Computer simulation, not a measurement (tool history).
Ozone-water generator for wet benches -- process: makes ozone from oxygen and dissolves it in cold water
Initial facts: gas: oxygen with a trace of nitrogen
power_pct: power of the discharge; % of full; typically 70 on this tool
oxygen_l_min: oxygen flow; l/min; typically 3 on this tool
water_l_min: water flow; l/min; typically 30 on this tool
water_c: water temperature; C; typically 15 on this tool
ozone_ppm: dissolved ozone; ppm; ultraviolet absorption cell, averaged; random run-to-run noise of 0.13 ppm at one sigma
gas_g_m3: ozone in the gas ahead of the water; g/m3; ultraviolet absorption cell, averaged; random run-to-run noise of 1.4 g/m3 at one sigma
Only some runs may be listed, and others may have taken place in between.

run	day	power_pct	oxygen_l_min	water_l_min	water_c	ozone_ppm	gas_g_m3
1	0	70	3	30	15	14.4	244.2
2	1.758	70	3	30	11	14.5	244.4
3	3.862	70	3	30	11	14.5	245.2
4	5.612	70	3	48	11	8.8	245.6
5	6.758	70	3	48	11	8.7	245.2
6	8.333	70	3	48	11	8.7	244.9
7	9.246	70	3	30	15	14.1	244.8
8	10.696	70	3	19	15	21.4	244.5
9	11.6	70	3	30	13	14.1	244.6
10	13.296	49	3	30	15	10.9	188
11	14.854	51	3	30	15	10.9	193.3
# day 15.079: water thermometer calibrated
12	15.938	51	3	30	15	11	194.3
13	17.946	70	1.87	18	15	19.9	308.6
14	19.283	70	1.87	18	15	19.9	306.9
15	20.738	70	1.87	18	15	20.3	310.5
16	22.662	70	1.87	18	15	20	306
# day 23.012: water thermometer calibrated, once more
17	24	70	1.87	31	16	11.5	306.3
18	25.458	70	1.87	31	16	11.3	306.9
19	27.154	70	1.87	31	16	11.7	304.6
20	29.208	70	3	30	15	13.8	243.3
21	30.196	52	3.12	30	15	11.4	192.9
22	32.054	52	3.12	30	15	11.5	192.4
23	33.733	52	3.12	30	15	11.4	190.8
24	35.696	70	3	31	15	13.4	240.4

3 ways to go on from here, each from the tool as it stands after run 24. What would each give?
A	37.479	73	3.11	30	15	?	?
B	37.479	57	5.37	31	11	?	?
C	37.479	94	5.38	23	15	?	?

run	ozone_ppm	gas_g_m3
A	14.7	244.5
B	14.1	156.8
C	24.6	223.5
With the hidden condition removed and each run's random variation left untouched, the same runs would have given:
run	ozone_ppm	gas_g_m3
A	15.8	256.6
B	15.1	163.2
C	26.7	236.6
